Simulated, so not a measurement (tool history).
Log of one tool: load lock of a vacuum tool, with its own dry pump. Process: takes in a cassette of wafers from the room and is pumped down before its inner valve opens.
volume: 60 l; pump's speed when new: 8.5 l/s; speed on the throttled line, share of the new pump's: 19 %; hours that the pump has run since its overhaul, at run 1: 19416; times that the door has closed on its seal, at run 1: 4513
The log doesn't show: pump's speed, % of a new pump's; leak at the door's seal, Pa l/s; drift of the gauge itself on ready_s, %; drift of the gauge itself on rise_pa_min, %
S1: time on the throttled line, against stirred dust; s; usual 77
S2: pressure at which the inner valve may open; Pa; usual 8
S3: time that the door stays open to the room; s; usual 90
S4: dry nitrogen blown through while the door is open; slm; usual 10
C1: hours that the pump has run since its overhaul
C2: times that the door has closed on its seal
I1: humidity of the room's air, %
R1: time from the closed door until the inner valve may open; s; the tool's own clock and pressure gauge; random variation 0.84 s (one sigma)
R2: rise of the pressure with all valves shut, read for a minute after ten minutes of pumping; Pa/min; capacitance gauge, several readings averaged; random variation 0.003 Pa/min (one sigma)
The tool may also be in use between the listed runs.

{"run": 1, "day": 0.0, "S1": 77, "S2": 8, "S3": 90, "S4": 10, "C1": 19416, "C2": 4513, "I1": 48.1, "R1": 130.9, "R2": 0.053}
{"run": 2, "day": 2.188, "S1": 77, "S2": 8, "S3": 90, "S4": 10, "C1": 19468, "C2": 4602, "I1": 44.7, "R1": 129.7, "R2": 0.048}
{"run": 3, "day": 4.95, "S1": 77, "S2": 8, "S3": 90, "S4": 10, "C1": 19535, "C2": 4715, "I1": 47, "R1": 131, "R2": 0.054}
{"run": 4, "day": 6.812, "S1": 77, "S2": 8, "S3": 90, "S4": 10, "C1": 19579, "C2": 4791, "I1": 43.2, "R1": 130.2, "R2": 0.044}
{"run": 5, "day": 9.762, "S1": 77, "S2": 8, "S3": 90, "S4": 10, "C1": 19650, "C2": 4912, "I1": 50.2, "R1": 129.7, "R2": 0.049}
{"run": 6, "day": 12.258, "S1": 77, "S2": 8, "S3": 90, "S4": 10, "C1": 19710, "C2": 5015, "I1": 45.1, "R1": 129.3, "R2": 0.052}
{"run": 7, "day": 14.283, "S1": 77, "S2": 8, "S3": 90, "S4": 10, "C1": 19759, "C2": 5097, "I1": 49.9, "R1": 130.2, "R2": 0.051}
{"run": 8, "day": 16.183, "S1": 77, "S2": 8, "S3": 90, "S4": 10, "C1": 19804, "C2": 5175, "I1": 44.1, "R1": 129.4, "R2": 0.05}
{"run": 9, "day": 18.742, "S1": 47, "S2": 8, "S3": 90, "S4": 10, "C1": 19866, "C2": 5280, "I1": 42.6, "R1": 104.2, "R2": 0.05}
{"run": 10, "day": 20.533, "S1": 77, "S2": 13, "S3": 90, "S4": 10, "C1": 19909, "C2": 5353, "I1": 42, "R1": 127.7, "R2": 0.046}
{"run": 11, "day": 23.617, "S1": 77, "S2": 13, "S3": 90, "S4": 10, "C1": 19983, "C2": 5479, "I1": 46.6, "R1": 126, "R2": 0.05}
{"run": 12, "day": 26.025, "S1": 77, "S2": 13, "S3": 90, "S4": 10, "C1": 20040, "C2": 5578, "I1": 44, "R1": 125.9, "R2": 0.053}
{"run": 13, "day": 28.925, "S1": 77, "S2": 12, "S3": 90, "S4": 10, "C1": 20110, "C2": 5697, "I1": 47.6, "R1": 127.1, "R2": 0.051}
{"run": 14, "day": 31.417, "S1": 77, "S2": 12, "S3": 90, "S4": 10, "C1": 20170, "C2": 5799, "I1": 44.4, "R1": 126.5, "R2": 0.053}
{"run": 15, "day": 34.758, "S1": 77, "S2": 12, "S3": 90, "S4": 10, "C1": 20250, "C2": 5935, "I1": 45.4, "R1": 126.5, "R2": 0.053}
{"run": 16, "day": 38.4, "S1": 77, "S2": 12, "S3": 131, "S4": 10, "C1": 20337, "C2": 6084, "I1": 43.9, "R1": 125.4, "R2": 0.059}
{"run": 17, "day": 40.992, "S1": 77, "S2": 12, "S3": 131, "S4": 10, "C1": 20400, "C2": 6191, "I1": 48.4, "R1": 126.4, "R2": 0.065}
{"run": 18, "day": 43.717, "S1": 77, "S2": 8, "S3": 90, "S4": 40, "C1": 20465, "C2": 6302, "I1": 45.9, "R1": 130.2, "R2": 0.027}
{"run": 19, "day": 45.617, "S1": 70, "S2": 8, "S3": 234, "S4": 44, "C1": 20511, "C2": 6380, "I1": 44.4, "R1": 125.3, "R2": 0.037}
{"run": 20, "day": 47.396, "S1": 70, "S2": 6, "S3": 234, "S4": 34, "C1": 20553, "C2": 6453, "I1": 45.9, "R1": 126.5, "R2": 0.041}
{"run": 21, "day": 49.504, "S1": 59, "S2": 8, "S3": 90, "S4": 10, "C1": 20604, "C2": 6539, "I1": 45.3, "R1": 115.8, "R2": 0.055}
{"run": 22, "day": 52.858, "S1": 59, "S2": 8, "S3": 90, "S4": 10, "C1": 20685, "C2": 6676, "I1": 43.8, "R1": 115.7, "R2": 0.049}
{"run": 23, "day": 56.425, "S1": 59, "S2": 8, "S3": 90, "S4": 10, "C1": 20770, "C2": 6822, "I1": 44.8, "R1": 114.3, "R2": 0.052}
{"run": 24, "day": 58.229, "S1": 59, "S2": 8, "S3": 90, "S4": 10, "C1": 20813, "C2": 6896, "I1": 44.1, "R1": 115.1, "R2": 0.051}
{"run": 25, "day": 61.112, "S1": 77, "S2": 11, "S3": 90, "S4": 26, "C1": 20883, "C2": 7014, "I1": 47.6, "R1": 126.8, "R2": 0.033}
{"run": 26, "day": 63.321, "S1": 76, "S2": 9, "S3": 30, "S4": 22, "C1": 20936, "C2": 7104, "I1": 44.8, "R1": 129.2, "R2": 0.03}
{"run": 27, "day": 66.146, "S1": 76, "S2": 9, "S3": 30, "S4": 22, "C1": 21003, "C2": 7220, "I1": 44.4, "R1": 130.1, "R2": 0.029}
{"run": 28, "day": 68.771, "S1": 76, "S2": 9, "S3": 30, "S4": 22, "C1": 21066, "C2": 7327, "I1": 45, "R1": 127.5, "R2": 0.027}
{"run": 29, "day": 70.575, "S1": 53, "S2": 8, "S3": 30, "S4": 41, "C1": 21110, "C2": 7401, "I1": 47.2, "R1": 112.2, "R2": 0.017}
{"run": 30, "day": 72.25, "S1": 93, "S2": 12, "S3": 90, "S4": 34, "C1": 21150, "C2": 7470, "I1": 46.8, "R1": 139.4, "R2": 0.028}
{"run": 31, "day": 73.862, "S1": 51, "S2": 6, "S3": 70, "S4": 9, "C1": 21189, "C2": 7536, "I1": 43.3, "R1": 112.2, "R2": 0.049}
{"run": 32, "day": 76.017, "S1": 78, "S2": 6, "S3": 102, "S4": 43, "C1": 21240, "C2": 7624, "I1": 46.3, "R1": 131.6, "R2": 0.024}
{"run": 33, "day": 79.654, "S1": 68, "S2": 13, "S3": 90, "S4": 10, "C1": 21328, "C2": 7773, "I1": 45.6, "R1": 119.1, "R2": 0.046}

4 ways to go on from here, each from the tool as it stands after run 33. What would each give?
{"run": "A", "day": 83.296, "S1": 42, "S2": 9, "S3": 119, "S4": 10, "C1": 21415, "C2": 7922, "I1": 48.4, "R1": "?", "R2": "?"}
{"run": "B", "day": 83.296, "S1": 68, "S2": 13, "S3": 55, "S4": 10, "C1": 21415, "C2": 7922, "I1": 43.7, "R1": "?", "R2": "?"}
{"run": "C", "day": 83.296, "S1": 68, "S2": 13, "S3": 36, "S4": 16, "C1": 21415, "C2": 7922, "I1": 45.7, "R1": "?", "R2": "?"}
{"run": "D", "day": 83.296, "S1": 102, "S2": 8, "S3": 90, "S4": 10, "C1": 21415, "C2": 7922, "I1": 48.1, "R1": "?", "R2": "?"}

run=A R1=100.6 R2=0.067
run=B R1=119.8 R2=0.04
run=C R1=120.2 R2=0.029
run=D R1=151.1 R2=0.059
Without the tool's hidden state the same runs would have given:
run=A R1=100.5 R2=0.067
run=B R1=119.8 R2=0.04
run=C R1=120.2 R2=0.029
run=D R1=151 R2=0.059

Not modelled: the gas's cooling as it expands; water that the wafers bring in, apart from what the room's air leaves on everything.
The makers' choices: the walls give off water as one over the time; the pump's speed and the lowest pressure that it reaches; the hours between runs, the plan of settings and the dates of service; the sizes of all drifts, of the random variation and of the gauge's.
